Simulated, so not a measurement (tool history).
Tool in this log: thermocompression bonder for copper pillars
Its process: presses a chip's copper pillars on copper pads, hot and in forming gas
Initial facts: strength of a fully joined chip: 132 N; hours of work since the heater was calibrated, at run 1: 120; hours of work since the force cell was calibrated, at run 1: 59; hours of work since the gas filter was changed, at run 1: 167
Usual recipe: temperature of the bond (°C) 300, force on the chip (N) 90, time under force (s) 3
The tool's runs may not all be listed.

| run | hour | temperature of the bond (°C) | force on the chip (N) | time under force (s) | hours of work since the heater was calibrated | hours of work since the force cell was calibrated | hours of work since the gas filter was changed | force that shears a chip off (N) |
|---|---|---|---|---|---|---|---|---|
| 1 | 0 | 300 | 90 | 3 | 120 | 59 | 167 | 86.6 |
|  | 6.9 | forming gas filter changed |
| 2 | 6.9 | 300 | 90 | 3 | 123 | 63 | 0 | 97.7 |
| 3 | 15.7 | 300 | 90 | 3 | 128 | 68 | 5 | 95.9 |
| 4 | 20.3 | 300 | 73 | 3 | 131 | 70 | 7 | 88.2 |
| 5 | 24.3 | 300 | 73 | 3 | 133 | 72 | 10 | 89.1 |
| 6 | 30.8 | 300 | 73 | 3 | 137 | 76 | 13 | 88.2 |
| 7 | 38.3 | 300 | 73 | 3 | 141 | 80 | 17 | 86.5 |
| 8 | 44.8 | 300 | 73 | 3 | 145 | 84 | 21 | 87.6 |
| 9 | 52 | 300 | 90 | 3 | 149 | 88 | 25 | 93.8 |
| 10 | 57.6 | 304 | 90 | 3 | 152 | 91 | 28 | 99.6 |
| 11 | 66.3 | 304 | 90 | 2 | 157 | 96 | 33 | 86.6 |
| 12 | 70.5 | 304 | 90 | 2 | 159 | 98 | 35 | 89 |
| 13 | 77.4 | 300 | 90 | 3 | 163 | 102 | 39 | 94.3 |
| 14 | 85.6 | 300 | 90 | 3 | 167 | 106 | 44 | 93.4 |
| 15 | 93.3 | 300 | 90 | 3 | 172 | 111 | 48 | 95.3 |
| 16 | 98.5 | 300 | 90 | 3 | 174 | 114 | 51 | 93.5 |
| 17 | 104.1 | 300 | 90 | 3 | 178 | 117 | 54 | 94.1 |
| 18 | 108.7 | 288 | 90 | 3 | 180 | 119 | 57 | 84 |
| 19 | 113.6 | 300 | 90 | 3 | 183 | 122 | 59 | 93.4 |
|  | 116.2 | heater calibrated with a thermocouple chip |
| 20 | 119.8 | 300 | 90 | 3 | 2 | 124 | 62 | 95.9 |
| 21 | 124.3 | 300 | 90 | 3 | 4 | 127 | 64 | 94.7 |
| 22 | 129.7 | 324 | 78 | 5 | 8 | 130 | 67 | 115.3 |
| 23 | 133.9 | 324 | 83 | 5 | 10 | 132 | 70 | 116.6 |
| 24 | 137.8 | 300 | 102 | 3 | 12 | 134 | 72 | 100.2 |
| 25 | 143 | 300 | 102 | 8 | 15 | 137 | 75 | 116.5 |
|  | 151.9 | heater calibrated with a thermocouple chip, once more |
| 26 | 151.9 | 300 | 102 | 8 | 0 | 141 | 79 | 112.7 |
| 27 | 158 | 300 | 127 | 6 | 3 | 145 | 82 | 112.9 |
| 28 | 165.2 | 300 | 127 | 6 | 7 | 149 | 86 | 113.1 |
| 29 | 170.8 | 300 | 127 | 6 | 11 | 152 | 89 | 115.2 |
| 30 | 178.1 | 300 | 127 | 6 | 15 | 156 | 93 | 110.6 |
| 31 | 182.9 | 300 | 97 | 5 | 17 | 158 | 96 | 102.6 |
| 32 | 190.6 | 300 | 59 | 7 | 22 | 163 | 100 | 92.5 |
| 33 | 198.5 | 300 | 110 | 3 | 26 | 167 | 105 | 95.9 |
| 34 | 202.9 | 300 | 80 | 3 | 28 | 170 | 107 | 83.1 |
| 35 | 211.4 | 302 | 68 | 4 | 33 | 174 | 112 | 86.3 |
| 36 | 218.5 | 275 | 54 | 3 | 37 | 178 | 116 | 50 |
| 37 | 226.4 | 283 | 90 | 3 | 42 | 183 | 120 | 75.1 |
| 38 | 234.2 | 283 | 90 | 3 | 46 | 187 | 125 | 74.6 |
| 39 | 240.1 | 319 | 56 | 5 | 49 | 190 | 128 | 97.6 |
| 40 | 243.9 | 300 | 62 | 2 | 51 | 193 | 130 | 66.8 |
| 41 | 252.7 | 300 | 62 | 2 | 56 | 197 | 135 | 64.8 |

Branching from run 41: 3 alternative next runs. What would each branch give?
| A | 256.4 | 300 | 97 | 2 | 58 | 199 | 137 | ? |
| B | 256.4 | 300 | 61 | 2 | 58 | 199 | 137 | ? |
| C | 256.4 | 300 | 62 | 4 | 58 | 199 | 137 | ? |

| run | force that shears a chip off (N) |
|---|---|
| A | 81.6 |
| B | 64.6 |
| C | 81.2 |
What these runs would have given with no unlogged condition in the tool:
| run | force that shears a chip off (N) |
|---|---|
| A | 88.3 |
| B | 69.8 |
| C | 87.8 |
